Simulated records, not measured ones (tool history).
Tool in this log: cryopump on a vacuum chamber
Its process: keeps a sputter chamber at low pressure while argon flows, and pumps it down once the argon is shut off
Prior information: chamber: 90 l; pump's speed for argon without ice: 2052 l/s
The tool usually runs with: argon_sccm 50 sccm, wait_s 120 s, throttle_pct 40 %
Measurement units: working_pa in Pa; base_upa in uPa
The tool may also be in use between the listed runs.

run 1 hour=0.0 | argon_sccm=50 wait_s=120 throttle_pct=40 | working_pa=0.1040 base_upa=0.82
run 2 hour=14.1 | argon_sccm=50 wait_s=120 throttle_pct=40 | working_pa=0.1037 base_upa=0.79
run 3 hour=25.5 | argon_sccm=50 wait_s=120 throttle_pct=40 | working_pa=0.1049 base_upa=0.78
run 4 hour=40.5 | argon_sccm=50 wait_s=120 throttle_pct=40 | working_pa=0.1025 base_upa=0.80
run 5 hour=49.7 | argon_sccm=50 wait_s=120 throttle_pct=40 | working_pa=0.1041 base_upa=0.79
run 6 hour=63.1 | argon_sccm=50 wait_s=120 throttle_pct=40 | working_pa=0.1029 base_upa=0.81
run 7 hour=74.3 | argon_sccm=50 wait_s=120 throttle_pct=40 | working_pa=0.1042 base_upa=0.80
run 8 hour=83.6 | argon_sccm=56 wait_s=120 throttle_pct=40 | working_pa=0.1163 base_upa=0.80
run 9 hour=98.7 | argon_sccm=50 wait_s=20 throttle_pct=40 | working_pa=0.1035 base_upa=2.89
run 10 hour=107.2 | argon_sccm=50 wait_s=120 throttle_pct=40 | working_pa=0.1044 base_upa=0.84
run 11 hour=121.3 | argon_sccm=50 wait_s=120 throttle_pct=40 | working_pa=0.1039 base_upa=0.81
run 12 hour=135.0 | argon_sccm=50 wait_s=120 throttle_pct=40 | working_pa=0.1041 base_upa=0.86
run 13 hour=145.2 | argon_sccm=50 wait_s=120 throttle_pct=40 | working_pa=0.1042 base_upa=0.82
run 14 hour=153.1 | argon_sccm=50 wait_s=120 throttle_pct=40 | working_pa=0.1037 base_upa=0.83
run 15 hour=166.7 | argon_sccm=50 wait_s=120 throttle_pct=40 | working_pa=0.1044 base_upa=0.86
run 16 hour=178.1 | argon_sccm=50 wait_s=120 throttle_pct=40 | working_pa=0.1051 base_upa=0.87
run 17 hour=192.4 | argon_sccm=50 wait_s=120 throttle_pct=40 | working_pa=0.1048 base_upa=0.89
run 18 hour=202.9 | argon_sccm=50 wait_s=53 throttle_pct=58 | working_pa=0.0722 base_upa=1.40
run 19 hour=215.0 | argon_sccm=50 wait_s=53 throttle_pct=58 | working_pa=0.0719 base_upa=1.39
run 20 hour=225.5 | argon_sccm=22 wait_s=29 throttle_pct=18 | working_pa=0.1023 base_upa=2.26
run 21 hour=238.8 | argon_sccm=22 wait_s=29 throttle_pct=18 | working_pa=0.1013 base_upa=2.10
run 22 hour=245.9 | argon_sccm=24 wait_s=42 throttle_pct=46 | working_pa=0.0442 base_upa=1.66
run 23 hour=256.3 | argon_sccm=39 wait_s=25 throttle_pct=46 | working_pa=0.0707 base_upa=2.51
run 24 hour=271.5 | argon_sccm=28 wait_s=49 throttle_pct=40 | working_pa=0.0584 base_upa=1.51
run 25 hour=283.5 | argon_sccm=28 wait_s=49 throttle_pct=40 | working_pa=0.0592 base_upa=1.53
run 26 hour=298.3 | argon_sccm=50 wait_s=120 throttle_pct=43 | working_pa=0.0973 base_upa=0.94
run 27 hour=313.6 | argon_sccm=50 wait_s=120 throttle_pct=43 | working_pa=0.0980 base_upa=0.89
run 28 hour=327.3 | argon_sccm=40 wait_s=50 throttle_pct=26 | working_pa=0.1287 base_upa=1.44
run 29 hour=334.2 | argon_sccm=40 wait_s=50 throttle_pct=26 | working_pa=0.1295 base_upa=1.47
run 30 hour=341.4 | argon_sccm=22 wait_s=36 throttle_pct=37 | working_pa=0.0508 base_upa=1.91
run 31 hour=351.1 | argon_sccm=22 wait_s=36 throttle_pct=37 | working_pa=0.0502 base_upa=1.91
run 32 hour=364.1 | argon_sccm=47 wait_s=135 throttle_pct=43 | working_pa=0.0922 base_upa=0.91
run 33 hour=373.0 | argon_sccm=46 wait_s=83 throttle_pct=43 | working_pa=0.0905 base_upa=1.10
run 34 hour=387.6 | argon_sccm=84 wait_s=158 throttle_pct=40 | working_pa=0.1776 base_upa=0.87

Alternative continuations, all from the tool just after run 34; predict every row:
run A hour=394.3 | argon_sccm=35 wait_s=215 throttle_pct=30 | working_pa=? base_upa=?
run B hour=394.3 | argon_sccm=32 wait_s=96 throttle_pct=18 | working_pa=? base_upa=?
run C hour=394.3 | argon_sccm=88 wait_s=158 throttle_pct=40 | working_pa=? base_upa=?
run D hour=394.3 | argon_sccm=76 wait_s=158 throttle_pct=40 | working_pa=? base_upa=?

run=A working_pa=0.0977 base_upa=0.78
run=B working_pa=0.1466 base_upa=1.07
run=C working_pa=0.1872 base_upa=0.82
run=D working_pa=0.1608 base_upa=0.86
With no hidden state in the tool, these same runs would have given:
run=A working_pa=0.0956 base_upa=0.39
run=B working_pa=0.1447 base_upa=0.67
run=C working_pa=0.1820 base_upa=0.43
run=D working_pa=0.1563 base_upa=0.47

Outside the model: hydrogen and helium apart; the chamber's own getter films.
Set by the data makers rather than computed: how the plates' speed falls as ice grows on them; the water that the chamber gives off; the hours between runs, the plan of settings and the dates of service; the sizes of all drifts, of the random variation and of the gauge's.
